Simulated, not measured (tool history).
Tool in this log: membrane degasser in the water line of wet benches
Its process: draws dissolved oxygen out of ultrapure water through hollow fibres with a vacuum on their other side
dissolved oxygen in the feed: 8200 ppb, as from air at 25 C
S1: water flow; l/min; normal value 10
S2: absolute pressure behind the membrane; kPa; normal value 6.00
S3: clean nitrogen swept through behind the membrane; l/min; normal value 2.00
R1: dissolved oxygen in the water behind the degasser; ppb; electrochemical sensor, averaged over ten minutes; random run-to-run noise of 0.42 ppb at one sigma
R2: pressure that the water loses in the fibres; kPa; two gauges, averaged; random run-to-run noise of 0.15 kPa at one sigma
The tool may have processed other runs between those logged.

run	hour	S1	S2	S3	R1	R2
1	0.0	10	6.00	2.00	42.2	26.04
2	233.6	12	6.00	2.00	52.9	31.40
3	344.3	9	6.00	2.00	38.4	23.73
4	567.9	9	6.00	2.00	39.2	23.67
5	771.8	9	6.00	2.00	38.6	23.44
# hour 894.0: vacuum gauge calibrated
6	978.3	9	6.00	2.00	40.5	23.97
7	1128.0	9	6.00	2.00	40.4	23.74
8	1319.7	10	6.00	0.81	97.1	26.51
9	1559.8	10	6.00	0.81	100.1	26.60
# hour 1626.8: vacuum gauge calibrated, once more
10	1800.4	10	6.00	0.92	80.0	26.48
11	1942.1	6	7.44	1.32	52.7	15.93
12	2133.0	8	6.00	4.84	16.0	21.15
13	2320.6	8	6.00	4.84	16.4	21.24
14	2494.3	13	4.71	1.86	37.7	34.85
15	2704.4	13	4.71	1.86	38.7	34.92
16	2820.9	6	12.43	0.92	156.7	16.31
17	3028.9	6	12.43	0.92	160.5	15.83
18	3240.9	6	6.89	5.40	12.5	15.83
19	3354.4	10	8.46	1.39	103.3	26.82
20	3458.2	10	8.46	1.39	100.0	26.95

Below are 5 alternative next runs, each starting from the tool's condition after run 20. Predict each:
A	3642.2	10	9.71	2.94	?	?
B	3642.2	10	3.81	5.39	?	?
C	3642.2	8	5.02	2.86	?	?
D	3642.2	10	6.00	3.65	?	?
E	3642.2	10	6.00	5.80	?	?

run	R1	R2
A	64.5	26.89
B	9.6	27.04
C	18.4	21.60
D	26.8	26.83
E	19.5	26.79
Without the tool's hidden state the same runs would have given:
run	R1	R2
A	58.3	24.99
B	6.3	25.14
C	15.4	20.08
D	22.6	24.93
E	15.7	24.88
